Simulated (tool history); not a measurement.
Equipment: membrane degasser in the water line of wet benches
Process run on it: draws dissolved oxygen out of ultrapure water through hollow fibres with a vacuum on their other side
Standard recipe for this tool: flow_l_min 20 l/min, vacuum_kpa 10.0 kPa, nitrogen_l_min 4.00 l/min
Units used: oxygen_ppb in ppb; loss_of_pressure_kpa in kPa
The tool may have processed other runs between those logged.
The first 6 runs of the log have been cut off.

run    hour  flow_l_min  vacuum_kpa  nitrogen_l_min  hours since the membrane was changed  hours since the vacuum gauge was calibrated  hours since the vacuum lines were made tight  oxygen_ppb  loss_of_pressure_kpa
  7   647.5          26        10.0            4.00                                  2940                                         2497                                          4104       125.6                 76.15
  8   748.6          26        10.0            4.00                                  3041                                         2598                                          4206       129.4                 76.02
  9   857.0          26        10.0            4.00                                  3149                                         2706                                          4314       127.1                 76.18
 10   959.2          26        10.0            4.00                                  3252                                         2808                                          4416       129.6                 75.92
 11  1043.7          26        10.0            4.00                                  3336                                         2893                                          4501       124.9                 75.93
 12  1182.9          26        10.0            7.23                                  3475                                         3032                                          4640        82.6                 76.00
 13  1271.1          19        10.0            4.00                                  3564                                         3120                                          4728        88.0                 55.73
 14  1350.8          19        10.0            4.00                                  3643                                         3200                                          4808        88.3                 55.86
 15  1412.7          19        10.0            4.00                                  3705                                         3262                                          4870        88.1                 55.90
 16  1488.8          19        10.0            1.91                                  3781                                         3338                                          4946       169.5                 56.04
 17  1610.3          15        14.8            3.85                                  3903                                         3459                                          5067       116.8                 44.00
 18  1670.0          15        14.8            3.85                                  3963                                         3519                                          5127       116.1                 43.76
 19  1770.6          15        14.8            3.85                                  4063                                         3620                                          5227       118.2                 43.87
 20  1834.9          27        14.8            3.23                                  4127                                         3684                                          5292       255.7                 79.28

The next listed run, before its measurement:
     1845.5  -- vacuum gauge calibrated
 21  1951.3          21        19.5            2.18                                  4243                                          106                                          5408           ?                     ?

{"run 21": {"oxygen_ppb": 379.6, "loss_of_pressure_kpa": 61.86}}
Without the tool's hidden state the same run would have given oxygen_ppb 368.3 ppb, loss_of_pressure_kpa 59.90 kPa.
